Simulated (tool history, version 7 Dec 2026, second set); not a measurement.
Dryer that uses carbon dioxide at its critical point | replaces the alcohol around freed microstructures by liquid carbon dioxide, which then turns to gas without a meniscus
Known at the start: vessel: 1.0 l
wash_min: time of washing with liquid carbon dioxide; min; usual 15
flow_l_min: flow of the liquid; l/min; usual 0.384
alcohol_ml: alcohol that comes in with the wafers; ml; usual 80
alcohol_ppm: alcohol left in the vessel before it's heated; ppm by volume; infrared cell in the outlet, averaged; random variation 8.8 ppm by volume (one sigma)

Run 1, hour 0: usual settings. Result: alcohol_ppm 940 ppm by volume.
Run 2, hour 33.9: usual settings. Result: alcohol_ppm 1047 ppm by volume.
At hour 36.5: inlet filter changed.
Run 3, hour 61.3: usual settings. Result: alcohol_ppm 548 ppm by volume.
Run 4, hour 85.3: usual settings. Result: alcohol_ppm 574 ppm by volume.
Run 5, hour 118.3: usual settings. Result: alcohol_ppm 607 ppm by volume.
Run 6, hour 140.5: usual settings. Result: alcohol_ppm 636 ppm by volume.
Run 7, hour 162.3: usual settings but alcohol_ml 29 ml. Result: alcohol_ppm 285 ppm by volume.
Run 8, hour 194.7: usual settings but alcohol_ml 29 ml. Result: alcohol_ppm 298 ppm by volume.
Run 9, hour 222: usual settings but alcohol_ml 29 ml. Result: alcohol_ppm 315 ppm by volume.
Run 10, hour 244.3: usual settings but alcohol_ml 29 ml. Result: alcohol_ppm 326 ppm by volume.
Run 11, hour 262.9: usual settings but alcohol_ml 38 ml. Result: alcohol_ppm 425 ppm by volume.
Run 12, hour 295.9: usual settings but flow_l_min 0.622 l/min. Result: alcohol_ppm 138 ppm by volume.
Run 13, hour 325.1: usual settings but alcohol_ml 20 ml. Result: alcohol_ppm 301 ppm by volume.
Run 14, hour 349.1: usual settings but wash_min 21 min. Result: alcohol_ppm 247 ppm by volume.
Run 15, hour 364.9: usual settings but wash_min 21 min. Result: alcohol_ppm 252 ppm by volume.
Run 16, hour 398.5: usual settings but wash_min 21 min. Result: alcohol_ppm 268 ppm by volume.
Run 17, hour 419.3: usual settings but wash_min 13 min. Result: alcohol_ppm 1670 ppm by volume.
Run 18, hour 452.6: usual settings but flow_l_min 0.297 l/min. Result: alcohol_ppm 2796 ppm by volume.
Run 19, hour 471.7: usual settings but wash_min 14 min, flow_l_min 0.367 l/min, alcohol_ml 57 ml. Result: alcohol_ppm 1229 ppm by volume.
Run 20, hour 495.4: usual settings but wash_min 14 min, flow_l_min 0.367 l/min, alcohol_ml 57 ml. Result: alcohol_ppm 1303 ppm by volume.
Run 21, hour 519.7: usual settings but wash_min 18 min, flow_l_min 0.378 l/min, alcohol_ml 31 ml. Result: alcohol_ppm 358 ppm by volume.
At hour 537.7: inlet filter changed.
Run 22, hour 548.9: usual settings but wash_min 18 min, flow_l_min 0.378 l/min, alcohol_ml 31 ml. Result: alcohol_ppm 261 ppm by volume.
Run 23, hour 568.9: usual settings but wash_min 13 min, flow_l_min 0.435 l/min, alcohol_ml 36 ml. Result: alcohol_ppm 426 ppm by volume.
Run 24, hour 604.1: usual settings but wash_min 22 min, flow_l_min 0.32 l/min, alcohol_ml 36 ml. Result: alcohol_ppm 277 ppm by volume.
Run 25, hour 634.3: usual settings but wash_min 18 min, flow_l_min 0.278 l/min, alcohol_ml 25 ml. Result: alcohol_ppm 561 ppm by volume.
Run 26, hour 665.5: usual settings but wash_min 13 min. Result: alcohol_ppm 1320 ppm by volume.
Run 27, hour 689.8: usual settings but flow_l_min 0.371 l/min, alcohol_ml 54 ml. Result: alcohol_ppm 710 ppm by volume.
Run 28, hour 714.3: usual settings but wash_min 16 min, flow_l_min 0.371 l/min, alcohol_ml 98 ml. Result: alcohol_ppm 843 ppm by volume.
Run 29, hour 749.2: usual settings but wash_min 16 min, flow_l_min 0.371 l/min, alcohol_ml 98 ml. Result: alcohol_ppm 929 ppm by volume.
Run 30, hour 769.3: usual settings but wash_min 10 min, flow_l_min 0.481 l/min. Result: alcohol_ppm 1559 ppm by volume.
Run 31, hour 793: usual settings but wash_min 10 min, flow_l_min 0.519 l/min, alcohol_ml 52 ml. Result: alcohol_ppm 884 ppm by volume.
Run 32, hour 812: usual settings but wash_min 12 min, flow_l_min 0.615 l/min, alcohol_ml 95 ml. Result: alcohol_ppm 438 ppm by volume.
Run 33, hour 844.6: usual settings but wash_min 12 min, flow_l_min 0.298 l/min, alcohol_ml 70 ml. Result: alcohol_ppm 4293 ppm by volume.

The next listed run, before its measurement:
Run 34, hour 877.1: usual settings but wash_min 9 min, flow_l_min 0.349 l/min, alcohol_ml 59 ml. Result: alcohol_ppm ?.

alcohol_ppm: 5031 ppm by volume
Without the tool's hidden state the same run would have given alcohol_ppm 3711 ppm by volume.
